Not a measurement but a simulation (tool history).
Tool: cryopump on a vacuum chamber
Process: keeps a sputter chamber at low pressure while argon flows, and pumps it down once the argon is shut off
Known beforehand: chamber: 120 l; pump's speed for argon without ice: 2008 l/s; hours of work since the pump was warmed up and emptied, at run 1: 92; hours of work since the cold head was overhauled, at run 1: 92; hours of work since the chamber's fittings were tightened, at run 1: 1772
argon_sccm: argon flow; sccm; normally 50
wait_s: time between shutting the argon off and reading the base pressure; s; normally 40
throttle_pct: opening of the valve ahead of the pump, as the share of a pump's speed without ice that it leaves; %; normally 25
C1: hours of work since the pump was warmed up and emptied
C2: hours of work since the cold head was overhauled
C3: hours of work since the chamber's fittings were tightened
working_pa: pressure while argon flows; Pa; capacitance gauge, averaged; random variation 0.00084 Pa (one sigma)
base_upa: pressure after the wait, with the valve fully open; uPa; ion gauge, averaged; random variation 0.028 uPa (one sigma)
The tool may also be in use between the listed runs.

Run 1, hour 0.0: usual settings; C1 92; C2 92; C3 1772. Result: working_pa 0.1705 Pa, base_upa 1.71 uPa.
Run 2, hour 19.5: usual settings but throttle_pct 19 %; C1 102; C2 102; C3 1783. Result: working_pa 0.2244 Pa, base_upa 1.64 uPa.
Run 3, hour 36.5: usual settings but throttle_pct 19 %; C1 112; C2 112; C3 1792. Result: working_pa 0.2231 Pa, base_upa 1.62 uPa.
Run 4, hour 56.9: usual settings but throttle_pct 19 %; C1 123; C2 123; C3 1803. Result: working_pa 0.2237 Pa, base_upa 1.62 uPa.
Run 5, hour 76.7: usual settings but argon_sccm 34 sccm, throttle_pct 19 %; C1 133; C2 133; C3 1814. Result: working_pa 0.1530 Pa, base_upa 1.65 uPa.
Run 6, hour 92.1: usual settings but argon_sccm 34 sccm, throttle_pct 19 %; C1 141; C2 141; C3 1822. Result: working_pa 0.1529 Pa, base_upa 1.69 uPa.
Run 7, hour 112.7: usual settings but argon_sccm 34 sccm, throttle_pct 19 %; C1 153; C2 153; C3 1833. Result: working_pa 0.1508 Pa, base_upa 1.66 uPa.
Run 8, hour 130.9: usual settings but argon_sccm 34 sccm, throttle_pct 29 %; C1 162; C2 162; C3 1843. Result: working_pa 0.0999 Pa, base_upa 1.74 uPa.
Run 9, hour 142.9: usual settings but argon_sccm 34 sccm, throttle_pct 29 %; C1 169; C2 169; C3 1849. Result: working_pa 0.1011 Pa, base_upa 1.68 uPa.
Run 10, hour 162.9: usual settings but argon_sccm 34 sccm, throttle_pct 29 %; C1 180; C2 180; C3 1860. Result: working_pa 0.1009 Pa, base_upa 1.70 uPa.
Run 11, hour 189.7: usual settings but argon_sccm 34 sccm, throttle_pct 29 %; C1 194; C2 194; C3 1874. Result: working_pa 0.1016 Pa, base_upa 1.63 uPa.
Run 12, hour 209.7: usual settings but argon_sccm 34 sccm, throttle_pct 29 %; C1 205; C2 205; C3 1885. Result: working_pa 0.1026 Pa, base_upa 1.65 uPa.
Run 13, hour 234.7: usual settings but argon_sccm 34 sccm, throttle_pct 29 %; C1 218; C2 218; C3 1899. Result: working_pa 0.1018 Pa, base_upa 1.70 uPa.
Run 14, hour 257.1: usual settings but argon_sccm 34 sccm, throttle_pct 29 %; C1 230; C2 230; C3 1911. Result: working_pa 0.1011 Pa, base_upa 1.67 uPa.
Run 15, hour 282.4: usual settings but argon_sccm 34 sccm, throttle_pct 29 %; C1 244; C2 244; C3 1924. Result: working_pa 0.1026 Pa, base_upa 1.68 uPa.
Run 16, hour 302.1: usual settings but argon_sccm 34 sccm, throttle_pct 29 %; C1 255; C2 255; C3 1935. Result: working_pa 0.1017 Pa, base_upa 1.72 uPa.
Run 17, hour 325.3: usual settings; C1 267; C2 267; C3 1947. Result: working_pa 0.1730 Pa, base_upa 1.71 uPa.
Run 18, hour 344.4: usual settings but argon_sccm 37 sccm, wait_s 185 s; C1 277; C2 277; C3 1958. Result: working_pa 0.1289 Pa, base_upa 0.77 uPa.
Run 19, hour 359.1: usual settings but argon_sccm 37 sccm, wait_s 185 s; C1 285; C2 285; C3 1966. Result: working_pa 0.1291 Pa, base_upa 0.77 uPa.
Run 20, hour 372.7: usual settings but argon_sccm 37 sccm, wait_s 122 s, throttle_pct 32 %; C1 293; C2 293; C3 1973. Result: working_pa 0.1023 Pa, base_upa 0.94 uPa.
Run 21, hour 385.6: usual settings but argon_sccm 37 sccm, wait_s 54 s, throttle_pct 22 %; C1 299; C2 299; C3 1980. Result: working_pa 0.1451 Pa, base_upa 1.45 uPa.
Run 22, hour 400.2: usual settings but argon_sccm 25 sccm, wait_s 75 s, throttle_pct 26 %; C1 307; C2 307; C3 1988. Result: working_pa 0.0843 Pa, base_upa 1.13 uPa.
Run 23, hour 419.8: usual settings but argon_sccm 25 sccm, wait_s 75 s, throttle_pct 53 %; C1 318; C2 318; C3 1998. Result: working_pa 0.0432 Pa, base_upa 1.12 uPa.
Run 24, hour 439.7: usual settings but argon_sccm 25 sccm, wait_s 75 s, throttle_pct 53 %; C1 329; C2 329; C3 2009. Result: working_pa 0.0428 Pa, base_upa 1.16 uPa.
Run 25, hour 461.7: usual settings but argon_sccm 25 sccm, wait_s 75 s, throttle_pct 53 %; C1 340; C2 340; C3 2021. Result: working_pa 0.0432 Pa, base_upa 1.13 uPa.
Run 26, hour 481.6: usual settings but argon_sccm 38 sccm, wait_s 75 s, throttle_pct 53 %; C1 351; C2 351; C3 2031. Result: working_pa 0.0661 Pa, base_upa 1.15 uPa.
Run 27, hour 499.9: usual settings but argon_sccm 47 sccm, wait_s 80 s, throttle_pct 55 %; C1 361; C2 361; C3 2041. Result: working_pa 0.0786 Pa, base_upa 1.12 uPa.
Run 28, hour 513.3: usual settings but wait_s 41 s; C1 368; C2 368; C3 2049. Result: working_pa 0.1755 Pa, base_upa 1.65 uPa.
Run 29, hour 528.1: usual settings but wait_s 41 s; C1 376; C2 376; C3 2057. Result: working_pa 0.1741 Pa, base_upa 1.72 uPa.
Run 30, hour 545.7: usual settings but argon_sccm 72 sccm, wait_s 106 s; C1 386; C2 386; C3 2066. Result: working_pa 0.2548 Pa, base_upa 0.98 uPa.
Run 31, hour 558.3: usual settings but argon_sccm 69 sccm, wait_s 52 s; C1 392; C2 392; C3 2073. Result: working_pa 0.2425 Pa, base_upa 1.44 uPa.
Run 32, hour 581.6: usual settings but argon_sccm 69 sccm, wait_s 52 s; C1 405; C2 405; C3 2085. Result: working_pa 0.2460 Pa, base_upa 1.52 uPa.

What does the tool deliver on the next run?
Run 33, hour 596.0: usual settings but argon_sccm 69 sccm, wait_s 52 s; C1 413; C2 413; C3 2093. Result: working_pa ?, base_upa ?.

{"run 33": {"working_pa": 0.2442, "base_upa": 1.48}}
On a tool with no hidden condition, and with the same random variation, this run would have come out at working_pa 0.2322 Pa, base_upa 1.07 uPa.

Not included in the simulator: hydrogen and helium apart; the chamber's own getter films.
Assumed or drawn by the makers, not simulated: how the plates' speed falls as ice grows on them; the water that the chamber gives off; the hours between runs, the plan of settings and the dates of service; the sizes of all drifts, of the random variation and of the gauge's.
